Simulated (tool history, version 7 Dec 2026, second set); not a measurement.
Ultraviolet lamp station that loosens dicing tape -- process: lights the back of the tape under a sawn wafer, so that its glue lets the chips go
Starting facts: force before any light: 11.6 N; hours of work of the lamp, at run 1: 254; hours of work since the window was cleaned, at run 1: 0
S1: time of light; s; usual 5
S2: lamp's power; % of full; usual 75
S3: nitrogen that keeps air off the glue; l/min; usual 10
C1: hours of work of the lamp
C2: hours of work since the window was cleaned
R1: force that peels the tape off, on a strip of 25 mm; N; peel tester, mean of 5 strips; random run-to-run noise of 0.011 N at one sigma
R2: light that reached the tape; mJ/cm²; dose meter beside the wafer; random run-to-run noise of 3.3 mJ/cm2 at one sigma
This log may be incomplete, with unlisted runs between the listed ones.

Run 1, day 0.000: usual settings; C1 254; C2 0. Result: R1 0.701 N, R2 459 mJ/cm².
Run 2, day 1.121: usual settings; C1 275; C2 21. Result: R1 0.758 N, R2 448 mJ/cm².
Run 3, day 2.192: usual settings; C1 295; C2 41. Result: R1 0.761 N, R2 445 mJ/cm².
Run 4, day 4.271: usual settings; C1 333; C2 80. Result: R1 0.793 N, R2 439 mJ/cm².
Run 5, day 5.517: usual settings; C1 357; C2 103. Result: R1 0.862 N, R2 431 mJ/cm².
Run 6, day 7.350: usual settings; C1 391; C2 137. Result: R1 0.881 N, R2 420 mJ/cm².
Run 7, day 9.308: usual settings; C1 428; C2 174. Result: R1 0.919 N, R2 407 mJ/cm².
Run 8, day 10.346: usual settings but S3 9 l/min; C1 447; C2 193. Result: R1 1.079 N, R2 400 mJ/cm².
Run 9, day 11.804: usual settings but S3 9 l/min; C1 474; C2 221. Result: R1 1.053 N, R2 397 mJ/cm².
Run 10, day 13.596: usual settings but S3 9 l/min; C1 508; C2 254. Result: R1 1.110 N, R2 388 mJ/cm².
Run 11, day 15.325: usual settings; C1 540; C2 286. Result: R1 1.132 N, R2 375 mJ/cm².
Run 12, day 16.546: usual settings but S1 9 s; C1 563; C2 309. Result: R1 0.297 N, R2 662 mJ/cm².
Run 13, day 18.638: usual settings but S3 12 l/min; C1 602; C2 348. Result: R1 1.119 N, R2 356 mJ/cm².
Run 14, day 19.621: usual settings but S1 9 s; C1 620; C2 367. Result: R1 0.325 N, R2 628 mJ/cm².
Run 15, day 21.325: usual settings; C1 652; C2 399. Result: R1 1.389 N, R2 343 mJ/cm².
At day 21.546: lamp changed.
Run 16, day 22.692: usual settings; C1 21; C2 423. Result: R1 0.628 N, R2 484 mJ/cm².
Run 17, day 24.038: usual settings; C1 47; C2 449. Result: R1 0.647 N, R2 474 mJ/cm².
Run 18, day 25.604: usual settings; C1 76; C2 478. Result: R1 0.676 N, R2 470 mJ/cm².
Run 19, day 27.638: usual settings but S1 3 s; C1 114; C2 516. Result: R1 2.003 N, R2 274 mJ/cm².
Run 20, day 29.275: usual settings but S1 3 s; C1 145; C2 546. Result: R1 2.185 N, R2 269 mJ/cm².
At day 29.421: window cleaned of glue's vapour.
Run 21, day 30.633: usual settings but S2 70 % of full; C1 170; C2 23. Result: R1 0.746 N, R2 442 mJ/cm².
Run 22, day 32.300: usual settings but S2 70 % of full; C1 201; C2 54. Result: R1 0.767 N, R2 438 mJ/cm².
Run 23, day 34.250: usual settings but S2 100 % of full; C1 237; C2 90. Result: R1 0.348 N, R2 615 mJ/cm².
Run 24, day 36.125: usual settings but S1 7 s, S2 62 % of full, S3 14 l/min; C1 272; C2 125. Result: R1 0.411 N, R2 513 mJ/cm².
Run 25, day 37.038: usual settings but S1 7 s, S2 97 % of full, S3 9 l/min; C1 289; C2 142. Result: R1 0.215 N, R2 807 mJ/cm².
Run 26, day 39.008: usual settings but S1 6 s, S2 78 % of full, S3 3 l/min; C1 326; C2 179. Result: R1 1.243 N, R2 541 mJ/cm².
Run 27, day 40.138: usual settings but S1 3 s, S2 72 % of full, S3 8 l/min; C1 347; C2 200. Result: R1 2.672 N, R2 244 mJ/cm².
Run 28, day 42.283: usual settings but S1 3 s, S2 92 % of full, S3 6 l/min; C1 387; C2 240. Result: R1 2.306 N, R2 303 mJ/cm².
Run 29, day 43.254: usual settings but S2 91 % of full, S3 3 l/min; C1 405; C2 259. Result: R1 1.451 N, R2 500 mJ/cm².
Run 30, day 44.225: usual settings but S2 91 % of full, S3 3 l/min; C1 424; C2 277. Result: R1 1.482 N, R2 488 mJ/cm².
Run 31, day 45.246: usual settings but S1 9 s; C1 443; C2 296. Result: R1 0.232 N, R2 721 mJ/cm².
Run 32, day 46.892: usual settings but S1 9 s; C1 473; C2 327. Result: R1 0.268 N, R2 701 mJ/cm².
Run 33, day 48.158: usual settings but S1 4 s, S2 73 % of full, S3 11 l/min; C1 497; C2 350. Result: R1 1.631 N, R2 296 mJ/cm².
Run 34, day 49.246: usual settings but S1 2 s, S2 83 % of full, S3 15 l/min; C1 517; C2 371. Result: R1 3.501 N, R2 167 mJ/cm².
Run 35, day 50.733: usual settings but S1 2 s, S2 83 % of full, S3 15 l/min; C1 545; C2 398. Result: R1 3.536 N, R2 162 mJ/cm².
Run 36, day 52.904: usual settings but S1 3 s, S2 92 % of full, S3 5 l/min; C1 586; C2 439. Result: R1 2.903 N, R2 264 mJ/cm².
Run 37, day 54.583: usual settings but S1 2 s, S2 64 % of full, S3 13 l/min; C1 617; C2 470. Result: R1 5.040 N, R2 121 mJ/cm².
Run 38, day 55.554: usual settings but S1 2 s, S2 64 % of full, S3 13 l/min; C1 635; C2 489. Result: R1 5.055 N, R2 116 mJ/cm².

Run 39, settings as shown, results not yet in. Your forecast:
At day 56.775: lamp changed.
Run 39, day 57.212: usual settings but S1 2 s, S2 64 % of full, S3 13 l/min; C1 8; C2 519. Result: R1 ?, R2 ?.

{"run 39": {"R1": 3.732, "R2": 167}}
With no hidden state in the tool, this same run would have given R1 3.337 N, R2 183 mJ/cm².
